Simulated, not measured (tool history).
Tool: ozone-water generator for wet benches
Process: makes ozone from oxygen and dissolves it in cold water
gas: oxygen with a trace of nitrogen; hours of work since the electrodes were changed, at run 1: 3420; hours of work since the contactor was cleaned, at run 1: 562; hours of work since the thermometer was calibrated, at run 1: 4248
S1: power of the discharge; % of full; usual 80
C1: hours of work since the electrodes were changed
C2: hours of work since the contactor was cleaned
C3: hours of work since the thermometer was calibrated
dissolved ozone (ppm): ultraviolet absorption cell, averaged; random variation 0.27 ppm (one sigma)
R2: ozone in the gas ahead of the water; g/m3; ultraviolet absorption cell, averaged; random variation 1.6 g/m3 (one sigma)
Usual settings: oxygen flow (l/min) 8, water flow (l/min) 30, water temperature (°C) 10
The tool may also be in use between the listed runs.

run 1 hour=0 | S1=80 oxygen_flow_(l/min)=8 water_flow_(l/min)=30 water_temperature_(°C)=10 | C1=3420 C2=562 C3=4248 | dissolved_ozone_(ppm)=37.7 R2=271.1
run 2 hour=114.1 | S1=80 oxygen_flow_(l/min)=8 water_flow_(l/min)=30 water_temperature_(°C)=13 | C1=3530 C2=672 C3=4358 | dissolved_ozone_(ppm)=35.6 R2=271.8
run 3 hour=219 | S1=94 oxygen_flow_(l/min)=8 water_flow_(l/min)=30 water_temperature_(°C)=10 | C1=3631 C2=772 C3=4458 | dissolved_ozone_(ppm)=40.3 R2=294.1
run 4 hour=305.8 | S1=94 oxygen_flow_(l/min)=8 water_flow_(l/min)=30 water_temperature_(°C)=12 | C1=3714 C2=856 C3=4542 | dissolved_ozone_(ppm)=38.9 R2=292.4
run 5 hour=461.2 | S1=94 oxygen_flow_(l/min)=8 water_flow_(l/min)=30 water_temperature_(°C)=12 | C1=3863 C2=1005 C3=4691 | dissolved_ozone_(ppm)=38.8 R2=291.6
run 6 hour=570.1 | S1=94 oxygen_flow_(l/min)=8 water_flow_(l/min)=30 water_temperature_(°C)=12 | C1=3968 C2=1109 C3=4796 | dissolved_ozone_(ppm)=38.8 R2=289.9
-- hour=676.4 water thermometer calibrated
run 7 hour=687.7 | S1=98 oxygen_flow_(l/min)=8 water_flow_(l/min)=30 water_temperature_(°C)=10 | C1=4080 C2=1222 C3=11 | dissolved_ozone_(ppm)=40.5 R2=296.6
run 8 hour=838.5 | S1=98 oxygen_flow_(l/min)=8 water_flow_(l/min)=30 water_temperature_(°C)=10 | C1=4225 C2=1366 C3=156 | dissolved_ozone_(ppm)=40.7 R2=296.4
run 9 hour=995.7 | S1=80 oxygen_flow_(l/min)=8 water_flow_(l/min)=30 water_temperature_(°C)=10 | C1=4376 C2=1517 C3=307 | dissolved_ozone_(ppm)=36 R2=263.3
run 10 hour=1110.1 | S1=87 oxygen_flow_(l/min)=8 water_flow_(l/min)=30 water_temperature_(°C)=10 | C1=4486 C2=1627 C3=416 | dissolved_ozone_(ppm)=37.7 R2=273.1

The next listed run, before its measurement:
run 11 hour=1230.7 | S1=80 oxygen_flow_(l/min)=8 water_flow_(l/min)=30 water_temperature_(°C)=10 | C1=4601 C2=1743 C3=532 | dissolved_ozone_(ppm)=? R2=?

{"run 11": {"dissolved ozone (ppm)": 35.8, "R2": 262.1}}
Without the tool's hidden state the same run would have given dissolved ozone (ppm) 41.6, R2 301.6 g/m3.

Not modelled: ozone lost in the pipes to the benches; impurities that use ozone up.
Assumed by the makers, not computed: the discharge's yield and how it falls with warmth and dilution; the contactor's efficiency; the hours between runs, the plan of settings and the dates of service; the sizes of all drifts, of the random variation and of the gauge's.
